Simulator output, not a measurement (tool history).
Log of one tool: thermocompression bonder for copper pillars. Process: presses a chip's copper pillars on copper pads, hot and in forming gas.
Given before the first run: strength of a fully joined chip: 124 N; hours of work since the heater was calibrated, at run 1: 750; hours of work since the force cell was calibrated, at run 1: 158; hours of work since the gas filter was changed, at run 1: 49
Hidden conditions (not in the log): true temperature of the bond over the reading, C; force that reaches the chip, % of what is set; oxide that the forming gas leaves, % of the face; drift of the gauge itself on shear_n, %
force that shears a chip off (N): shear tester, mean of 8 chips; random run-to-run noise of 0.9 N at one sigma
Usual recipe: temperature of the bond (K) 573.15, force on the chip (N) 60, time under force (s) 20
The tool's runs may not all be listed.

run	hour	temperature of the bond (K)	force on the chip (N)	time under force (s)	hours of work since the heater was calibrated	hours of work since the force cell was calibrated	hours of work since the gas filter was changed	force that shears a chip off (N)
1	0	573.15	60	20	750	158	49	73.3
2	47.4	573.15	60	20	778	187	77	72
3	79.5	571.15	60	20	797	206	96	70.1
4	105.6	571.15	60	20	813	221	112	68.9
5	144.3	571.15	60	20	836	244	135	69.4
6	172	571.15	60	20	853	261	151	66.9
# hour 176.7: force cell calibrated
7	220.6	571.15	60	20	881	26	180	67.9
8	282.5	571.15	60	20	918	63	217	66.3
9	336.8	571.15	60	20	950	96	249	67.1
# hour 357.7: force cell calibrated, once more
10	376.2	564.15	42	51	973	11	272	63.5

What will run 11 give?
11	427.8	564.15	42	51	1003	42	302	?

Logged for run 11: force that shears a chip off (N) 62.3.
With the hidden condition absent and the run-to-run variation left alone, this run would have shown force that shears a chip off (N) 70.9.
